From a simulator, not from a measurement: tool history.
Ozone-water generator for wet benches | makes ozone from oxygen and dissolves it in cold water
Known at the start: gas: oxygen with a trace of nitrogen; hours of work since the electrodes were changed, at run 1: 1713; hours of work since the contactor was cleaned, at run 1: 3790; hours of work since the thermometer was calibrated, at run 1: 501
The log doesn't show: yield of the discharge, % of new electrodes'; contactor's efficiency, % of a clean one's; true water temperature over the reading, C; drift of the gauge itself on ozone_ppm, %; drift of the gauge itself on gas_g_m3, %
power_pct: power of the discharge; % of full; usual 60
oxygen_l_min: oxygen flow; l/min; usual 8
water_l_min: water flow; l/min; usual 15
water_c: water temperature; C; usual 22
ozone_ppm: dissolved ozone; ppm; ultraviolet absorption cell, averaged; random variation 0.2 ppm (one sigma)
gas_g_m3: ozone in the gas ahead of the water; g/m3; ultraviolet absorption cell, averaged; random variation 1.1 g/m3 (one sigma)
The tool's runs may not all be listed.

| run | hour | power_pct | oxygen_l_min | water_l_min | water_c | hours of work since the electrodes were changed | hours of work since the contactor was cleaned | hours of work since the thermometer was calibrated | ozone_ppm | gas_g_m3 |
|---|---|---|---|---|---|---|---|---|---|---|
| 1 | 0 | 60 | 8 | 15 | 22 | 1713 | 3790 | 501 | 28.4 | 186.7 |
| 2 | 51.7 | 60 | 8 | 15 | 22 | 1756 | 3834 | 545 | 28.5 | 188.3 |
| 3 | 86.6 | 60 | 8 | 15 | 22 | 1785 | 3863 | 574 | 28.3 | 187.1 |
| 4 | 117.1 | 60 | 4.43 | 15 | 22 | 1811 | 3889 | 600 | 30.3 | 255.6 |
| 5 | 163.9 | 60 | 4.43 | 15 | 22 | 1850 | 3928 | 639 | 30.1 | 254.2 |
| 6 | 203.3 | 60 | 6.65 | 15 | 22 | 1883 | 3961 | 672 | 29.4 | 206.8 |
| 7 | 270.4 | 60 | 6.65 | 15 | 22 | 1940 | 4017 | 729 | 29.3 | 207.4 |
| 8 | 331.4 | 60 | 8 | 15 | 22 | 1991 | 4069 | 780 | 28.2 | 189.3 |
| 9 | 384.9 | 60 | 8 | 15 | 22 | 2036 | 4114 | 825 | 28.3 | 190.3 |
| 10 | 450.6 | 60 | 8 | 12 | 22 | 2091 | 4169 | 880 | 31.5 | 189.5 |
| 11 | 514 | 60 | 8 | 12 | 22 | 2144 | 4222 | 933 | 31.6 | 190.1 |
| 12 | 542.9 | 60 | 8 | 15 | 19 | 2169 | 4246 | 958 | 30.6 | 189.2 |
| 13 | 609.7 | 60 | 8 | 15 | 19 | 2225 | 4302 | 1014 | 30 | 189.6 |
| 14 | 645.7 | 60 | 8 | 15 | 19 | 2255 | 4333 | 1044 | 30.2 | 189 |
| 15 | 682.8 | 60 | 8 | 15 | 19 | 2286 | 4364 | 1075 | 30 | 188.9 |
| 16 | 724.4 | 60 | 8 | 15 | 19 | 2321 | 4399 | 1110 | 30.3 | 191.7 |
| 17 | 783.6 | 60 | 8 | 15 | 22 | 2371 | 4449 | 1160 | 28.6 | 191.2 |

Run 18 comes next. What will it give?
| 18 | 841 | 48 | 13.3 | 14 | 18 | 2419 | 4497 | 1208 | ? | ? |

Run 18 gave ozone_ppm 24.5 ppm, gas_g_m3 126.2 g/m3.
Without the tool's hidden state the same run would have given ozone_ppm 24.5 ppm, gas_g_m3 124.6 g/m3.

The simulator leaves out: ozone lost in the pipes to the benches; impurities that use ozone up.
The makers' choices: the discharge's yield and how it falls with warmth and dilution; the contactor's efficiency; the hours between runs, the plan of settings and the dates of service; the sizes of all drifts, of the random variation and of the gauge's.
